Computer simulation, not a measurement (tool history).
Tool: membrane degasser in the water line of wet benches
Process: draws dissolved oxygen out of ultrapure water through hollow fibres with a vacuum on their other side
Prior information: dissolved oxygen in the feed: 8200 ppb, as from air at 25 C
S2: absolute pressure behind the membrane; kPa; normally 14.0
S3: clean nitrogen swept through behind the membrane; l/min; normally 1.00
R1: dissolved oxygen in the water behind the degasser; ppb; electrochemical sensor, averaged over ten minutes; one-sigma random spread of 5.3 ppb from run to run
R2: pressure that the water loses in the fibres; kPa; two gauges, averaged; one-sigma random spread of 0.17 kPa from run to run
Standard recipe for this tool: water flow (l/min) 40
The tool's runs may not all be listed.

{"run": 1, "hour": 0.0, "water flow (l/min)": 40, "S2": 14.0, "S3": 1.0, "R1": 814.4, "R2": 27.18}
{"run": 2, "hour": 293.3, "water flow (l/min)": 29, "S2": 14.0, "S3": 1.0, "R1": 625.4, "R2": 19.72}
{"run": 3, "hour": 498.5, "water flow (l/min)": 29, "S2": 14.0, "S3": 1.0, "R1": 632.8, "R2": 20.14}
{"run": 4, "hour": 725.2, "water flow (l/min)": 29, "S2": 14.0, "S3": 1.0, "R1": 627.5, "R2": 20.03}
{"run": 5, "hour": 927.1, "water flow (l/min)": 29, "S2": 14.0, "S3": 1.0, "R1": 630.8, "R2": 20.28}
{"run": 6, "hour": 1289.7, "water flow (l/min)": 29, "S2": 14.0, "S3": 1.0, "R1": 634.2, "R2": 20.05}
{"run": 7, "hour": 1519.5, "water flow (l/min)": 29, "S2": 14.0, "S3": 1.0, "R1": 631.0, "R2": 19.9}
{"run": 8, "hour": 1820.5, "water flow (l/min)": 29, "S2": 14.0, "S3": 0.86, "R1": 703.4, "R2": 19.97}
{"run": 9, "hour": 2151.2, "water flow (l/min)": 29, "S2": 14.0, "S3": 0.86, "R1": 709.2, "R2": 19.78}
{"hour": 2369.5, "done": "seals of the vacuum lines changed"}
{"run": 10, "hour": 2388.8, "water flow (l/min)": 29, "S2": 14.0, "S3": 0.86, "R1": 712.7, "R2": 19.98}
{"run": 11, "hour": 2541.9, "water flow (l/min)": 29, "S2": 14.0, "S3": 0.86, "R1": 716.6, "R2": 19.97}
{"run": 12, "hour": 2888.7, "water flow (l/min)": 29, "S2": 14.0, "S3": 0.86, "R1": 713.2, "R2": 20.1}
{"run": 13, "hour": 3140.3, "water flow (l/min)": 29, "S2": 14.0, "S3": 0.86, "R1": 708.9, "R2": 20.24}
{"run": 14, "hour": 3374.4, "water flow (l/min)": 40, "S2": 14.0, "S3": 1.0, "R1": 834.9, "R2": 27.92}
{"run": 15, "hour": 3524.5, "water flow (l/min)": 52, "S2": 14.0, "S3": 1.0, "R1": 999.1, "R2": 36.38}
{"run": 16, "hour": 3721.6, "water flow (l/min)": 52, "S2": 14.0, "S3": 1.0, "R1": 1021.0, "R2": 36.29}
{"run": 17, "hour": 4030.7, "water flow (l/min)": 30, "S2": 14.0, "S3": 1.51, "R1": 471.6, "R2": 20.92}
{"run": 18, "hour": 4199.2, "water flow (l/min)": 35, "S2": 10.6, "S3": 2.15, "R1": 282.8, "R2": 24.45}
{"run": 19, "hour": 4481.5, "water flow (l/min)": 35, "S2": 10.6, "S3": 2.15, "R1": 286.8, "R2": 24.35}
{"run": 20, "hour": 4645.2, "water flow (l/min)": 35, "S2": 10.6, "S3": 2.15, "R1": 285.3, "R2": 24.65}
{"run": 21, "hour": 4974.7, "water flow (l/min)": 35, "S2": 10.6, "S3": 2.15, "R1": 286.7, "R2": 24.56}
{"run": 22, "hour": 5122.0, "water flow (l/min)": 40, "S2": 22.5, "S3": 2.96, "R1": 597.3, "R2": 27.98}
{"run": 23, "hour": 5308.8, "water flow (l/min)": 25, "S2": 22.5, "S3": 2.0, "R1": 544.1, "R2": 17.69}
{"run": 24, "hour": 5506.5, "water flow (l/min)": 46, "S2": 32.5, "S3": 1.0, "R1": 2134.4, "R2": 32.33}
{"run": 25, "hour": 5779.2, "water flow (l/min)": 46, "S2": 32.5, "S3": 1.0, "R1": 2129.5, "R2": 32.84}
{"run": 26, "hour": 6010.0, "water flow (l/min)": 42, "S2": 18.4, "S3": 1.22, "R1": 1008.6, "R2": 29.97}
{"run": 27, "hour": 6311.7, "water flow (l/min)": 42, "S2": 18.4, "S3": 1.22, "R1": 1010.1, "R2": 29.65}
{"run": 28, "hour": 6615.8, "water flow (l/min)": 40, "S2": 18.4, "S3": 1.22, "R1": 976.2, "R2": 28.43}
{"run": 29, "hour": 6924.6, "water flow (l/min)": 26, "S2": 15.5, "S3": 1.0, "R1": 667.8, "R2": 18.58}
{"run": 30, "hour": 7185.6, "water flow (l/min)": 25, "S2": 15.0, "S3": 0.61, "R1": 914.3, "R2": 18.03}
{"run": 31, "hour": 7429.9, "water flow (l/min)": 43, "S2": 15.8, "S3": 0.73, "R1": 1267.1, "R2": 30.86}
{"run": 32, "hour": 7679.9, "water flow (l/min)": 52, "S2": 30.1, "S3": 1.0, "R1": 2158.7, "R2": 37.22}

What if the next run were any one of these 3? Each begins from the tool's condition after run 32:
{"run": "A", "hour": 7880.2, "water flow (l/min)": 62, "S2": 14.0, "S3": 1.0, "R1": "?", "R2": "?"}
{"run": "B", "hour": 7880.2, "water flow (l/min)": 31, "S2": 14.8, "S3": 1.58, "R1": "?", "R2": "?"}
{"run": "C", "hour": 7880.2, "water flow (l/min)": 53, "S2": 26.8, "S3": 2.98, "R1": "?", "R2": "?"}

run=A R1=1188.5 R2=44.26
run=B R1=510.3 R2=22.16
run=C R1=917.7 R2=37.88
With the hidden condition removed and each run's random variation left untouched, the same runs would have given:
run=A R1=1125.0 R2=40.42
run=B R1=484.0 R2=20.23
run=C R1=881.0 R2=34.60
